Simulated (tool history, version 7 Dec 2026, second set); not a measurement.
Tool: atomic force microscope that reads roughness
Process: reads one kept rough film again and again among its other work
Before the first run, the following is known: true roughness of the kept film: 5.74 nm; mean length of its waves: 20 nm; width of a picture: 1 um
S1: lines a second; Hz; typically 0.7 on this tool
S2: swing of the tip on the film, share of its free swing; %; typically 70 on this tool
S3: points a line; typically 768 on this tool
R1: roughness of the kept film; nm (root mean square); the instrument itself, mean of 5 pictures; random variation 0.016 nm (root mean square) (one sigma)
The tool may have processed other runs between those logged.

run,hour,S1,S2,S3,R1
1,0,0.7,70,768,3.81
2,36.6,0.762,70,768,3.439
3,84.6,0.762,70,768,3.025
4,139.4,0.7,70,768,2.711
5,188.2,0.7,72,768,2.491
6,252.4,0.7,72,768,2.187
7,301,0.7,72,706,2.044
# hour 313.2: new tip fitted
8,367.1,0.7,70,768,3.311
9,415,0.7,70,768,2.984
10,458.5,0.7,70,768,2.705
11,492.5,0.7,70,768,2.565
12,569.3,0.769,70,768,2.235
13,617.7,0.935,70,768,2.067
# hour 633.3: new tip fitted
14,673.6,0.935,70,768,3.436
15,749.8,0.7,70,493,2.92
16,821.6,3.683,70,768,2.235
17,897,0.7,59,768,2.294
# hour 954.5: new tip fitted
18,959.4,0.7,71,768,3.87
19,1041.8,0.7,71,768,3.136
20,1092.1,0.7,71,570,2.793
21,1157,0.7,71,570,2.491
22,1198.3,0.7,71,570,2.281
23,1234.6,1.132,72,848,2.127
24,1271,0.7,56,768,2.078
# hour 1279.1: new tip fitted
25,1330.6,0.7,56,487,3.431
26,1367.2,0.7,55,941,3.172
27,1404.1,0.7,55,826,2.923
28,1448.8,2.832,70,519,2.357
29,1497.6,2.832,70,519,2.151
30,1543.2,1.622,65,626,2.131
# hour 1601: new tip fitted
31,1604.8,0.67,68,771,3.803
32,1683.4,0.987,61,645,3.166
33,1752.8,3.923,77,768,2.217
34,1814.4,0.7,72,839,2.416
35,1866.2,0.768,72,611,2.218
# hour 1921.7: new tip fitted
36,1941.9,0.768,72,611,3.582
# hour 1953.9: height scale calibrated on a step standard
37,1987.1,3.802,77,460,2.649
38,2049.5,3.802,77,460,2.314

5 ways to go on from here, each from the tool as it stands after run 38. What would each give?
A,2107,2.102,59,424,?
B,2107,1.04,70,328,?
C,2107,0.7,70,743,?
D,2107,0.56,63,559,?
E,2107,2.11,70,768,?

run,R1
A,2.484
B,2.469
C,2.569
D,2.604
E,2.407
Had the tool no hidden state, the same runs would have come out as:
run,R1
A,3.831
B,3.805
C,3.962
D,4.018
E,3.711
